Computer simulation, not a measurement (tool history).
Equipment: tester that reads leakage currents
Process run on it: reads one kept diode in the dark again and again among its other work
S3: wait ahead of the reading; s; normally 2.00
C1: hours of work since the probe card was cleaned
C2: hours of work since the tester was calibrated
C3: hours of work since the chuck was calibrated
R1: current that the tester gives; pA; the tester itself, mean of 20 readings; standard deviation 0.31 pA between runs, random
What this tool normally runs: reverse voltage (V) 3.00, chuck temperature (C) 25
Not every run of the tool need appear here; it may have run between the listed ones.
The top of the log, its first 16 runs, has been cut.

Run 17, hour 1206.7: usual settings; C1 1711; C2 3177; C3 1575. Result: R1 123.15 pA.
At hour 1232.9: chuck's temperature calibrated.
Run 18, hour 1283.5: usual settings but chuck temperature (C) 32; C1 1766; C2 3232; C3 37. Result: R1 174.74 pA.
At hour 1295.7: probe card cleaned and baked.
Run 19, hour 1331.0: usual settings but chuck temperature (C) 32; C1 26; C2 3265; C3 70. Result: R1 174.37 pA.
Run 20, hour 1400.3: usual settings; C1 77; C2 3315; C3 120. Result: R1 102.69 pA.
Run 21, hour 1478.1: usual settings; C1 134; C2 3372; C3 177. Result: R1 102.87 pA.
At hour 1498.9: probe card cleaned and baked, once more.
Run 22, hour 1550.7: usual settings but reverse voltage (V) 14.08; C1 38; C2 3423; C3 228. Result: R1 214.81 pA.
Run 23, hour 1625.2: usual settings but reverse voltage (V) 2.12, chuck temperature (C) 32; C1 93; C2 3478; C3 283. Result: R1 151.02 pA.
Run 24, hour 1676.6: usual settings but reverse voltage (V) 2.12, chuck temperature (C) 22; C1 130; C2 3515; C3 321. Result: R1 69.09 pA.
Run 25, hour 1737.1: usual settings but chuck temperature (C) 24, S3 0.59 s; C1 175; C2 3560; C3 365. Result: R1 97.04 pA.
Run 26, hour 1800.0: usual settings but chuck temperature (C) 28, S3 0.59 s; C1 221; C2 3606; C3 411. Result: R1 133.38 pA.
Run 27, hour 1889.2: usual settings but reverse voltage (V) 1.07, chuck temperature (C) 28, S3 1.97 s; C1 286; C2 3671; C3 476. Result: R1 81.49 pA.
Run 28, hour 1937.5: usual settings but chuck temperature (C) 30, S3 0.32 s; C1 321; C2 3707; C3 512. Result: R1 158.89 pA.
Run 29, hour 2029.0: usual settings but S3 2.87 s; C1 388; C2 3774; C3 579. Result: R1 107.03 pA.
Run 30, hour 2114.3: usual settings but S3 2.87 s; C1 451; C2 3836; C3 641. Result: R1 108.00 pA.
Run 31, hour 2212.5: usual settings but reverse voltage (V) 5.04, S3 0.50 s; C1 523; C2 3908; C3 713. Result: R1 141.50 pA.
Run 32, hour 2298.8: usual settings but reverse voltage (V) 2.25, chuck temperature (C) 44, S3 0.48 s; C1 586; C2 3971; C3 776. Result: R1 394.32 pA.
Run 33, hour 2358.0: usual settings but reverse voltage (V) 2.25, chuck temperature (C) 44, S3 0.48 s; C1 629; C2 4015; C3 820. Result: R1 395.10 pA.
Run 34, hour 2424.5: usual settings but reverse voltage (V) 2.25, chuck temperature (C) 44, S3 0.48 s; C1 678; C2 4063; C3 868. Result: R1 397.67 pA.
Run 35, hour 2477.5: usual settings but reverse voltage (V) 2.25, chuck temperature (C) 44, S3 0.48 s; C1 717; C2 4102; C3 907. Result: R1 400.32 pA.
Run 36, hour 2552.1: usual settings but reverse voltage (V) 2.25, chuck temperature (C) 44, S3 3.40 s; C1 771; C2 4157; C3 962. Result: R1 400.81 pA.
Run 37, hour 2635.4: usual settings but reverse voltage (V) 2.25, chuck temperature (C) 35, S3 2.55 s; C1 832; C2 4218; C3 1023. Result: R1 210.91 pA.
Run 38, hour 2696.0: usual settings but reverse voltage (V) 2.08, chuck temperature (C) 22, S3 3.96 s; C1 877; C2 4262; C3 1067. Result: R1 75.07 pA.
Run 39, hour 2772.8: usual settings but reverse voltage (V) 1.54, chuck temperature (C) 53; C1 933; C2 4318; C3 1123. Result: R1 627.55 pA.

4 ways to go on from here, each from the tool as it stands after run 39. What would each give?
Run A, hour 2872.5: usual settings but reverse voltage (V) 6.25, chuck temperature (C) 24, S3 0.54 s; C1 1006; C2 4391; C3 1196. Result: R1 ?.
Run B, hour 2872.5: usual settings but reverse voltage (V) 1.54, chuck temperature (C) 53, S3 6.84 s; C1 1006; C2 4391; C3 1196. Result: R1 ?.
Run C, hour 2872.5: usual settings but reverse voltage (V) 9.20; C1 1006; C2 4391; C3 1196. Result: R1 ?.
Run D, hour 2872.5: usual settings but reverse voltage (V) 1.54, chuck temperature (C) 49; C1 1006; C2 4391; C3 1196. Result: R1 ?.

run      R1
  A  153.44
  B  634.54
  C  197.82
  D  482.16
Take away the tool's hidden state, keep each run's random variation, and the runs would have read:
run      R1
  A  133.70
  B  569.95
  C  172.08
  D  431.75
